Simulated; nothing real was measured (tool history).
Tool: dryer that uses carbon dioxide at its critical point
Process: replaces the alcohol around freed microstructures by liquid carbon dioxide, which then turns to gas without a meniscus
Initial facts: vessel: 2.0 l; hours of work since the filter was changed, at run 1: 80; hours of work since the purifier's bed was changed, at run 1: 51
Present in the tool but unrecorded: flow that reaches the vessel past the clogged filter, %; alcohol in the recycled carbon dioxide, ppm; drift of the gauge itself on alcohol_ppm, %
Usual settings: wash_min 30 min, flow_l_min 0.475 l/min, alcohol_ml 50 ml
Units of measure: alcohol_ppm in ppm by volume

run    day  wash_min  flow_l_min  alcohol_ml  hours of work since the filter was changed  hours of work since the purifier's bed was changed  alcohol_ppm
  1      0        30       0.475          50                                          80                                                  51           57
  2  0.321        30       0.707          50                                          84                                                  55           15
  3  0.675        30       0.707          50                                          89                                                  60           27
  4  0.858        30       0.707          50                                          91                                                  62           14
  5  1.171        30       0.475          50                                          96                                                  67           63
  6  1.371        30       0.475          50                                          98                                                  69           54
  7  1.696        30       0.752          50                                         103                                                  74           21
  8  2.088        30       0.752          50                                         108                                                  79           16
  9  2.279        30       0.475          31                                         111                                                  82           49
 10  2.583        30       0.475          31                                         115                                                  86           49
 11  2.912        21       0.475          50                                         119                                                  90          339
 12  3.117        30       0.475          58                                         122                                                  93           68
 13  3.296        30       0.668          50                                         124                                                  95           32
 14  3.725        47       0.475          31                                         130                                                 101           34
 15  4.133        47       0.475          62                                         136                                                 107           34
 16   4.45        47       0.475          62                                         140                                                 111           29

The next listed run, before its measurement:
 17  4.671        47       0.465          62                                         143                                                 114            ?

alcohol_ppm: 27 ppm by volume
Were there no unlogged condition in the tool, this run, its random variation unchanged, would have produced alcohol_ppm 3 ppm by volume.

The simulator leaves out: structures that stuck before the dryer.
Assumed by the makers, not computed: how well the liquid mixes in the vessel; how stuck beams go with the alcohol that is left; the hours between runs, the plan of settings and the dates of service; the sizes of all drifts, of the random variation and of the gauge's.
